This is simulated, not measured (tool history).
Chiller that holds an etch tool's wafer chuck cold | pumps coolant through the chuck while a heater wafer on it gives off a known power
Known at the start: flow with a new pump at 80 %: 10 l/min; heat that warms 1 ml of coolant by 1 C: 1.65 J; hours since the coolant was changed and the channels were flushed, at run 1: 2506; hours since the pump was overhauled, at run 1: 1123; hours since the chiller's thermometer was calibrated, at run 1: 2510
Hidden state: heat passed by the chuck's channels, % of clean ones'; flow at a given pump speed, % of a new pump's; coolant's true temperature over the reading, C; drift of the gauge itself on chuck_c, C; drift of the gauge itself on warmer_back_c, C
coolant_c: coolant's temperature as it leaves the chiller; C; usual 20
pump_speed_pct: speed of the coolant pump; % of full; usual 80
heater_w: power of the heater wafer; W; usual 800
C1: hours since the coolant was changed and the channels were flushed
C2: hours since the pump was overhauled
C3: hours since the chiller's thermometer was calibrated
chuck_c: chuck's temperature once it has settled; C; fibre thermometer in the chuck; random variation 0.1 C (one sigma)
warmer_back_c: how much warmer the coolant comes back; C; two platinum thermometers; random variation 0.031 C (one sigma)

run 1 hour=0 | coolant_c=20 pump_speed_pct=80 heater_w=800 | C1=2506 C2=1123 C3=2510 | chuck_c=26.9 warmer_back_c=2.84
run 2 hour=12.8 | coolant_c=20 pump_speed_pct=80 heater_w=800 | C1=2519 C2=1136 C3=2523 | chuck_c=26.9 warmer_back_c=2.87
run 3 hour=27.7 | coolant_c=20 pump_speed_pct=61 heater_w=800 | C1=2534 C2=1151 C3=2538 | chuck_c=28.4 warmer_back_c=3.93
run 4 hour=42.7 | coolant_c=20 pump_speed_pct=61 heater_w=939 | C1=2549 C2=1166 C3=2553 | chuck_c=30 warmer_back_c=4.63
run 5 hour=70.7 | coolant_c=20 pump_speed_pct=61 heater_w=939 | C1=2577 C2=1194 C3=2581 | chuck_c=29.9 warmer_back_c=4.7
run 6 hour=84.9 | coolant_c=20 pump_speed_pct=61 heater_w=939 | C1=2591 C2=1208 C3=2595 | chuck_c=30 warmer_back_c=4.76
run 7 hour=102.9 | coolant_c=20 pump_speed_pct=80 heater_w=1139 | C1=2609 C2=1226 C3=2613 | chuck_c=29.8 warmer_back_c=4.33
run 8 hour=116.1 | coolant_c=20 pump_speed_pct=80 heater_w=1139 | C1=2622 C2=1239 C3=2626 | chuck_c=29.8 warmer_back_c=4.35
run 9 hour=141.9 | coolant_c=20 pump_speed_pct=80 heater_w=1139 | C1=2648 C2=1265 C3=2652 | chuck_c=29.9 warmer_back_c=4.38
run 10 hour=166.5 | coolant_c=20 pump_speed_pct=80 heater_w=1139 | C1=2672 C2=1290 C3=2676 | chuck_c=29.7 warmer_back_c=4.44
run 11 hour=181.1 | coolant_c=20 pump_speed_pct=80 heater_w=1139 | C1=2687 C2=1304 C3=2691 | chuck_c=29.7 warmer_back_c=4.41
run 12 hour=201.7 | coolant_c=20 pump_speed_pct=80 heater_w=1139 | C1=2708 C2=1325 C3=2712 | chuck_c=29.8 warmer_back_c=4.45
run 13 hour=230.1 | coolant_c=17 pump_speed_pct=72 heater_w=666 | C1=2736 C2=1353 C3=2740 | chuck_c=23.1 warmer_back_c=3.11
run 14 hour=247.1 | coolant_c=15 pump_speed_pct=79 heater_w=666 | C1=2753 C2=1370 C3=2757 | chuck_c=20.7 warmer_back_c=2.87
run 15 hour=259.9 | coolant_c=15 pump_speed_pct=79 heater_w=666 | C1=2766 C2=1383 C3=2770 | chuck_c=20.6 warmer_back_c=2.85
run 16 hour=281.7 | coolant_c=20 pump_speed_pct=76 heater_w=754 | C1=2788 C2=1405 C3=2792 | chuck_c=26.9 warmer_back_c=3.35
-- hour=289.6 gauge calibrated
run 17 hour=302.1 | coolant_c=26 pump_speed_pct=62 heater_w=754 | C1=2808 C2=1425 C3=2812 | chuck_c=33.9 warmer_back_c=3.61
run 18 hour=330.7 | coolant_c=26 pump_speed_pct=62 heater_w=1115 | C1=2837 C2=1454 C3=2841 | chuck_c=37.7 warmer_back_c=5.42
run 19 hour=346.2 | coolant_c=27 pump_speed_pct=94 heater_w=683 | C1=2852 C2=1469 C3=2856 | chuck_c=32.2 warmer_back_c=2.22
run 20 hour=370.7 | coolant_c=17 pump_speed_pct=62 heater_w=1178 | C1=2877 C2=1494 C3=2881 | chuck_c=29.6 warmer_back_c=5.71
run 21 hour=393.8 | coolant_c=12 pump_speed_pct=62 heater_w=954 | C1=2900 C2=1517 C3=2904 | chuck_c=21.9 warmer_back_c=4.7
run 22 hour=419 | coolant_c=12 pump_speed_pct=62 heater_w=954 | C1=2925 C2=1542 C3=2929 | chuck_c=22 warmer_back_c=4.74
run 23 hour=441 | coolant_c=18 pump_speed_pct=98 heater_w=561 | C1=2947 C2=1564 C3=2951 | chuck_c=22.1 warmer_back_c=1.92

4 ways to go on from here, each from the tool as it stands after run 23. What would each give?
run A hour=471.4 | coolant_c=14 pump_speed_pct=76 heater_w=800 | C1=2977 C2=1595 C3=2981 | chuck_c=? warmer_back_c=?
run B hour=471.4 | coolant_c=20 pump_speed_pct=96 heater_w=800 | C1=2977 C2=1595 C3=2981 | chuck_c=? warmer_back_c=?
run C hour=471.4 | coolant_c=11 pump_speed_pct=98 heater_w=810 | C1=2977 C2=1595 C3=2981 | chuck_c=? warmer_back_c=?
run D hour=471.4 | coolant_c=26 pump_speed_pct=98 heater_w=481 | C1=2977 C2=1595 C3=2981 | chuck_c=? warmer_back_c=?

run=A chuck_c=21.1 warmer_back_c=3.33
run=B chuck_c=25.9 warmer_back_c=2.64
run=C chuck_c=16.9 warmer_back_c=2.67
run=D chuck_c=29.5 warmer_back_c=1.67
Without the tool's hidden state the same runs would have given:
run=A chuck_c=21.1 warmer_back_c=3.04
run=B chuck_c=25.9 warmer_back_c=2.35
run=C chuck_c=16.9 warmer_back_c=2.38
run=D chuck_c=29.5 warmer_back_c=1.39
